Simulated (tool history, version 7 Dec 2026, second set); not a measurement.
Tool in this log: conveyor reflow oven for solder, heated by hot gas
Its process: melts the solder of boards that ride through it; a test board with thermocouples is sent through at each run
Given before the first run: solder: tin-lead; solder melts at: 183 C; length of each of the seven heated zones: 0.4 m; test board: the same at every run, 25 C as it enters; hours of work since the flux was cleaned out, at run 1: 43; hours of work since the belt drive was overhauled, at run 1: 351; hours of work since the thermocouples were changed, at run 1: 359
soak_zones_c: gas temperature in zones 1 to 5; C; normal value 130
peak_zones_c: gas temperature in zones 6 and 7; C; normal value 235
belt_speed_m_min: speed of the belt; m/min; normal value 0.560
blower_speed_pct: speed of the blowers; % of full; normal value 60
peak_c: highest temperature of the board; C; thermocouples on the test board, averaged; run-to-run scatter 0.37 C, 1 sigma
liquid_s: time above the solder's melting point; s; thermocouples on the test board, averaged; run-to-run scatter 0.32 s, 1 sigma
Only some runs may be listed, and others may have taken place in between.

run     day  soak_zones_c  peak_zones_c  belt_speed_m_min  blower_speed_pct  hours of work since the flux was cleaned out  hours of work since the belt drive was overhauled  hours of work since the thermocouples were changed  peak_c  liquid_s
  1   0.000           130           235             0.560                60                                            43                                                351                                                 359   217.6      62.6
  2   0.458           130           235             0.560                60                                            51                                                359                                                 368   218.1      62.8
  3   0.779           130           235             0.560                60                                            57                                                365                                                 373   217.7      62.3
  4   1.017           130           235             0.560                60                                            62                                                369                                                 378   217.2      62.4
  5   1.217           130           235             0.560                60                                            65                                                373                                                 381   217.5      62.2
  6   1.458           130           235             0.460                60                                            70                                                378                                                 386   222.9      83.6
  7   1.683           130           235             0.460                61                                            74                                                382                                                 390   223.0      83.9
  8   2.154           130           235             0.460                61                                            82                                                390                                                 399   224.0      83.5
  9   2.442           130           235             0.460                61                                            88                                                396                                                 404   223.1      83.6
 10   2.742           130           235             0.460                61                                            93                                                401                                                 409   223.1      84.2
 11   3.025           130           235             0.668                60                                            98                                                406                                                 414   210.3      45.3
 12   3.367           130           235             0.668                60                                           105                                                412                                                 421   210.4      45.1
 13   3.717           130           235             0.668                60                                           111                                                419                                                 427   210.6      45.9
 14   4.025           130           235             0.668                60                                           117                                                425                                                 433   211.0      45.0
 15   4.371           130           235             0.560                60                                           123                                                431                                                 439   216.8      62.0
      4.600  -- flux residue cleaned out of gas plates and filters
 16   5.017           130           235             0.560                60                                             8                                                439                                                 447   216.5      61.1
 17   5.296           130           235             0.479                60                                            13                                                444                                                 452   221.8      78.7
 18   5.717           130           235             0.479                60                                            20                                                452                                                 460   221.3      77.9
 19   5.992           132           235             0.560                60                                            25                                                457                                                 465   216.4      62.9
 20   6.458           132           235             0.481                60                                            34                                                465                                                 473   221.0      79.1
      7.058  -- flux residue cleaned out of gas plates and filters, once more
 21   7.058           132           235             0.481                60                                             0                                                472                                                 481   222.5      79.7
 22   7.375           132           235             0.481                60                                             6                                                478                                                 486   222.7      79.6
 23   7.733           141           234             0.560                60                                            12                                                485                                                 493   218.3      67.7
 24   8.021           125           237             0.560                74                                            18                                                490                                                 498   221.3      65.1
 25   8.312           125           237             0.560                74                                            23                                                495                                                 504   221.3      64.6
 26   8.662           125           237             0.560                74                                            29                                                502                                                 510   220.8      64.4
 27   9.083           129           235             0.483                60                                            37                                                509                                                 518   221.0      78.0
 28   9.342           129           235             0.483                60                                            42                                                514                                                 522   221.7      77.8
 29   9.542           137           233             0.517                57                                            45                                                518                                                 526   218.5      72.0
 30   9.742           124           242             0.517                57                                            49                                                521                                                 530   224.5      72.2
 31  10.154           124           242             0.517                57                                            57                                                529                                                 537   224.4      73.1

Some steps in peak_c between neighbouring runs. How much of each would the tool show without its hidden state too (settings, what came in, random variation), and how much is left for the hidden state, with any gauge scatter that isn't in both results?
Hidden conditions of the tool in this case: heat that the gas passes to the board, % of a clean oven's; belt's true speed, % of the reading; true gas temperature in zones 6 and 7 over the reading, C; drift of the gauge itself on peak_c, C; drift of the gauge itself on liquid_s, %.
Run 10 -> 11: belt_speed_m_min 0.460 -> 0.668, blower_speed_pct 61 -> 60. peak_c -12.8 C: hidden state +0.0, all else -12.8.
Run 14 -> 15: belt_speed_m_min 0.668 -> 0.560. peak_c +5.8 C: hidden state -0.1, all else +5.9.
Run 15 -> 16: flux residue cleaned out of gas plates and filters. peak_c -0.3 C: hidden state -0.6, all else +0.3.
Run 18 -> 19: soak_zones_c 130 -> 132, belt_speed_m_min 0.479 -> 0.560. peak_c -4.9 C: hidden state -0.3, all else -4.6.
Run 20 -> 21: flux residue cleaned out of gas plates and filters, once more. peak_c +1.5 C: hidden state +1.0, all else +0.5.
Run 29 -> 30: soak_zones_c 137 -> 124, peak_zones_c 233 -> 242. peak_c +6.0 C: hidden state -0.1, all else +6.1.
